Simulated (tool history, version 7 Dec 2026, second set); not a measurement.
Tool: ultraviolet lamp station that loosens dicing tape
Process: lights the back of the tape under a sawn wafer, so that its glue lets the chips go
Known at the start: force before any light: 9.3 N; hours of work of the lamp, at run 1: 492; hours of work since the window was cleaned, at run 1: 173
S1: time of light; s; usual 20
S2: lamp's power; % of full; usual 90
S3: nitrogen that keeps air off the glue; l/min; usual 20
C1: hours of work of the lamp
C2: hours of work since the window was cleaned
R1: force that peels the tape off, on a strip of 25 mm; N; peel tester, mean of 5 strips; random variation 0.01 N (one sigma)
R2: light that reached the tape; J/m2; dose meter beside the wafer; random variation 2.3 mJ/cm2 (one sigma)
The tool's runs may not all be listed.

| run | hour | S1 | S2 | S3 | C1 | C2 | R1 | R2 |
|---|---|---|---|---|---|---|---|---|
| 1 | 0.0 | 20 | 90 | 20 | 492 | 173 | 0.602 | 2130 |
| 2 | 24.6 | 13 | 90 | 20 | 507 | 189 | 1.434 | 1380 |
| 3 | 38.0 | 25 | 90 | 20 | 516 | 197 | 0.378 | 2640 |
| 4 | 52.0 | 20 | 90 | 20 | 525 | 206 | 0.585 | 2070 |
| 5 | 75.9 | 20 | 90 | 20 | 541 | 222 | 0.601 | 2090 |
| 6 | 93.1 | 20 | 90 | 20 | 552 | 233 | 0.642 | 2040 |
| 7 | 115.3 | 20 | 90 | 11 | 566 | 247 | 0.997 | 2040 |
| 8 | 133.7 | 20 | 90 | 11 | 578 | 259 | 1.046 | 2060 |
| 9 | 159.6 | 20 | 90 | 11 | 595 | 276 | 1.013 | 2040 |
| 10 | 185.2 | 20 | 90 | 20 | 611 | 292 | 0.643 | 2010 |
| 11 | 199.8 | 20 | 90 | 8 | 621 | 302 | 1.360 | 2030 |
| 12 | 226.1 | 20 | 90 | 8 | 638 | 319 | 1.341 | 2000 |
| 13 | 237.7 | 11 | 90 | 8 | 645 | 326 | 3.025 | 1070 |
| 14 | 261.3 | 11 | 63 | 8 | 660 | 341 | 4.240 | 780 |
| 15 | 275.8 | 11 | 63 | 8 | 670 | 351 | 4.507 | 780 |
| 16 | 287.8 | 11 | 63 | 8 | 678 | 359 | 4.225 | 740 |
| 17 | 316.5 | 38 | 79 | 7 | 696 | 377 | 0.535 | 3290 |
| 18 | 331.1 | 36 | 78 | 15 | 705 | 387 | 0.336 | 3040 |
| 19 | 357.5 | 23 | 87 | 7 | 723 | 404 | 1.296 | 2190 |
| 20 | 373.0 | 40 | 81 | 25 | 733 | 414 | 0.204 | 3520 |
|  | 387.2 | window cleaned of glue's vapour |
| 21 | 400.3 | 40 | 81 | 25 | 750 | 8 | 0.209 | 3690 |
| 22 | 421.2 | 31 | 89 | 20 | 763 | 22 | 0.267 | 3070 |
| 23 | 436.1 | 31 | 89 | 20 | 773 | 32 | 0.273 | 3080 |
| 24 | 462.8 | 36 | 66 | 27 | 790 | 49 | 0.297 | 2670 |

Forecast run 25:
| 25 | 476.3 | 23 | 76 | 20 | 799 | 58 | ? | ? |

{"run 25": {"R1": 0.706, "R2": 1910}}
Without the tool's hidden state the same run would have given R1 0.482 N, R2 2280 J/m2.
